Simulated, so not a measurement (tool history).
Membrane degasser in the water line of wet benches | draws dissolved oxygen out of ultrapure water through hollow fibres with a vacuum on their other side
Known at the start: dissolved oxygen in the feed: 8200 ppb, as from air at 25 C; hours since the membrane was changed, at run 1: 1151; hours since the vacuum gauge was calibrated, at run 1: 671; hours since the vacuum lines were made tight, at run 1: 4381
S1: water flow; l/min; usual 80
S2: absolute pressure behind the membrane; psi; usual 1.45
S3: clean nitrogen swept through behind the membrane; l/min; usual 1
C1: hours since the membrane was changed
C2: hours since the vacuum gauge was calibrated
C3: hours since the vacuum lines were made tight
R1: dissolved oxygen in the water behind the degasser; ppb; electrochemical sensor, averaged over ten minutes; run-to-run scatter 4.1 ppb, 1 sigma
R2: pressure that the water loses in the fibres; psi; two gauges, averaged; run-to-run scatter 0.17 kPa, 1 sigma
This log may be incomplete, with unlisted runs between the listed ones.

run	hour	S1	S2	S3	C1	C2	C3	R1	R2
1	0	80	1.45	1	1151	671	4381	863.8	3.973
2	85.3	80	1.45	1	1237	756	4466	867.5	3.925
3	145.3	80	1.45	1	1297	816	4526	874.9	3.931
4	189	80	1.45	1	1340	860	4570	866.1	3.932
5	262.1	49	1.45	1	1414	933	4643	607.5	2.437
6	313.9	96	1.45	1	1465	985	4694	987.2	4.763
7	386.9	126	1.45	1	1538	1058	4767	1218.3	6.27
8	431.4	110	1.45	1	1583	1102	4812	1103.7	5.437
9	493.5	80	1.45	1	1645	1164	4874	877	3.945
10	538.1	80	1.45	1	1690	1209	4919	880	3.944
11	616.6	80	3.38	1	1768	1287	4997	2231.1	3.961

Expected results for the next run?
12	653.5	62	1.45	1	1805	1324	5034	?	?

{"run 12": {"R1": 740.3, "R2": 3.072}}
Had the tool carried no hidden state, the very same run would have given R1 724.2 ppb, R2 3.072 psi.

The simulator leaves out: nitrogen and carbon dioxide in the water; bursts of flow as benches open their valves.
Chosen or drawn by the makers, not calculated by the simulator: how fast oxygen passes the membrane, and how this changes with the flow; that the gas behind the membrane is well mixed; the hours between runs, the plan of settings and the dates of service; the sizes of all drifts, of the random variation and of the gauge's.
